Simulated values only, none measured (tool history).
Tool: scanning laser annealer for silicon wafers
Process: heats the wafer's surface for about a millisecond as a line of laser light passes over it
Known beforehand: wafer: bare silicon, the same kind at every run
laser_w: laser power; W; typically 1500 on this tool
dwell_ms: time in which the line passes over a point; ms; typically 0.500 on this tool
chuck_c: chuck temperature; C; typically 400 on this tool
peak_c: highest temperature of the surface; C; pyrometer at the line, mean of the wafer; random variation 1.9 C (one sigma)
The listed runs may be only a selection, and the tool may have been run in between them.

run 1 hour=0.0 | laser_w=1500 dwell_ms=0.500 chuck_c=400 | peak_c=1138
run 2 hour=18.1 | laser_w=1500 dwell_ms=0.500 chuck_c=400 | peak_c=1139
run 3 hour=34.1 | laser_w=1500 dwell_ms=0.500 chuck_c=400 | peak_c=1134
run 4 hour=46.4 | laser_w=1500 dwell_ms=0.500 chuck_c=400 | peak_c=1139
run 5 hour=61.0 | laser_w=1500 dwell_ms=0.500 chuck_c=400 | peak_c=1136
run 6 hour=70.4 | laser_w=1565 dwell_ms=0.500 chuck_c=400 | peak_c=1172
run 7 hour=79.7 | laser_w=1565 dwell_ms=0.500 chuck_c=400 | peak_c=1172
run 8 hour=89.4 | laser_w=1565 dwell_ms=0.474 chuck_c=400 | peak_c=1153
run 9 hour=99.0 | laser_w=1565 dwell_ms=0.474 chuck_c=400 | peak_c=1154
run 10 hour=115.1 | laser_w=1500 dwell_ms=0.463 chuck_c=400 | peak_c=1114
run 11 hour=124.6 | laser_w=1293 dwell_ms=0.500 chuck_c=400 | peak_c=1025
run 12 hour=142.1 | laser_w=1454 dwell_ms=0.500 chuck_c=421 | peak_c=1132
run 13 hour=156.3 | laser_w=1454 dwell_ms=0.500 chuck_c=381 | peak_c=1095
run 14 hour=164.5 | laser_w=1503 dwell_ms=0.572 chuck_c=409 | peak_c=1193
run 15 hour=180.6 | laser_w=1383 dwell_ms=0.419 chuck_c=409 | peak_c=1030
run 16 hour=189.1 | laser_w=1383 dwell_ms=0.419 chuck_c=409 | peak_c=1033
run 17 hour=203.5 | laser_w=1383 dwell_ms=0.529 chuck_c=425 | peak_c=1118

Here are 3 independent what-if runs from the current tool condition. What would each one return?
run A hour=217.7 | laser_w=1477 dwell_ms=0.394 chuck_c=381 | peak_c=?
run B hour=217.7 | laser_w=1622 dwell_ms=0.597 chuck_c=421 | peak_c=?
run C hour=217.7 | laser_w=1469 dwell_ms=0.388 chuck_c=383 | peak_c=?

run=A peak_c=1031
run=B peak_c=1290
run=C peak_c=1023
What these runs would have given with no unlogged condition in the tool:
run=A peak_c=1032
run=B peak_c=1291
run=C peak_c=1023
